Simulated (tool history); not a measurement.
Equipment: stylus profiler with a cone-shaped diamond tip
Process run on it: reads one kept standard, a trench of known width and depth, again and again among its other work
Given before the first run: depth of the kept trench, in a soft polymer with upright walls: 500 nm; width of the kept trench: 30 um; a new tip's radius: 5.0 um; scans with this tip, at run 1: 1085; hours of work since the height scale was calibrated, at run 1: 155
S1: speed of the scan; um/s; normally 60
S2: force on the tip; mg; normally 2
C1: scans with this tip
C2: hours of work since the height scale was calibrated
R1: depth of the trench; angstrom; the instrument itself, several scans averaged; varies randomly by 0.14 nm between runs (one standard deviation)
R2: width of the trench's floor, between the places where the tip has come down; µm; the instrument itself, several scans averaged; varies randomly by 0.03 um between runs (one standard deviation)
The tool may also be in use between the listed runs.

run,day,S1,S2,C1,C2,R1,R2
1,0,60,2,1085,155,5067.8,25.22
2,2.125,60,2,1323,189,5067.5,25.14
3,3.804,29,2,1511,216,5069.1,25.2
4,5.75,29,2,1729,247,5068.9,25.23
5,7.175,29,2,1888,270,5069,25.21
6,8.346,60,0.94,2020,289,5041.1,24.99
7,9.771,60,2,2179,311,5070.6,25.01
8,11.654,60,2,2390,342,5069.2,25.04
9,12.867,99,2,2525,361,5070,24.88
10,14.612,60,2,2721,389,5069,24.95
11,16.371,60,2,2918,417,5070.1,24.89
12,18.517,60,2,3158,451,5071.4,24.9
13,20.825,60,2,3416,488,5070.6,24.89
14,22.896,60,2,3648,521,5070.9,24.77
15,23.933,60,2,3764,538,5072.1,24.76
16,25.85,60,2,3978,569,5071.6,24.75
17,27.412,60,2,4153,594,5074.4,24.73
18,29.483,60,1.9,4385,627,5071.5,24.68
19,31.875,60,1.9,4653,665,5069,24.62
20,34.25,60,2,4919,703,5071.5,24.6
21,35.65,60,2,5075,725,5075.3,24.59
22,37.771,99,2,5313,759,5073.9,24.36
23,38.958,99,2,5446,778,5073.7,24.35
24,40.971,99,0.97,5671,810,5049.6,24.19
25,42.633,99,0.97,5857,837,5049.4,24.15
26,44.846,99,0.97,6104,872,5051.1,24.14
27,46.808,99,0.97,6324,904,5048.4,24.09
28,48.704,181,2,6536,934,5076.5,23.93
29,49.712,16,1.65,6649,950,5067.6,24.5
30,50.779,60,1.7,6769,967,5068.2,24.32
31,53.033,60,4.84,7021,1003,5130.9,24.29
32,54.233,226,4.88,7155,1022,5129.6,23.9
33,56.212,43,4.7,7377,1054,5126.1,24.33
34,57.792,43,4.7,7553,1079,5125.7,24.28
35,59.983,43,4.7,7799,1114,5127.9,24.27
36,61.788,178,1.01,8001,1143,5053.1,23.45
37,63.442,178,1.01,8186,1170,5054.9,23.47
38,65.521,16,5.24,8418,1203,5138.1,24.24
39,66.821,71,2.62,8564,1224,5095.5,24.04
40,68.529,60,5.2,8755,1251,5136.9,24.1
41,69.858,60,5.2,8904,1272,5138.3,24.07
42,71.888,60,5.2,9131,1305,5135.9,24.03
43,73.633,36,1.66,9326,1333,5073.9,23.99
# day 73.85: height scale calibrated on a step standard
44,75.204,36,1.66,9500,22,5054.6,23.95
45,76.458,36,2.01,9641,42,5063.2,23.95
46,78.046,45,1.19,9818,67,5047.8,23.87

How would selected steps in R1 from run to run divide? Give the signed amount a tool lacking its hidden state would still show from settings, what came in and random variation, and the signed amount left for the hidden state, including any gauge scatter that is not in both of the compared results.
The tool's hidden condition here consists of: radius of the tip, um; height scale over the true one, %; drift of the gauge itself on depth_nm, %; drift of the gauge itself on floor_um, %.
Run 30 -> 31: S2 1.7 -> 4.84. R1 +62.7 angstrom: hidden state +0.6, all else +62.1.
Run 35 -> 36: S1 43 -> 178, S2 4.7 -> 1.01. R1 -74.8 angstrom: hidden state +0.2, all else -75.
Run 37 -> 38: S1 178 -> 16, S2 1.01 -> 5.24. R1 +83.2 angstrom: hidden state +0.6, all else +82.6.
Run 43 -> 44: height scale calibrated on a step standard. R1 -19.3 angstrom: hidden state -16.3, all else -3.
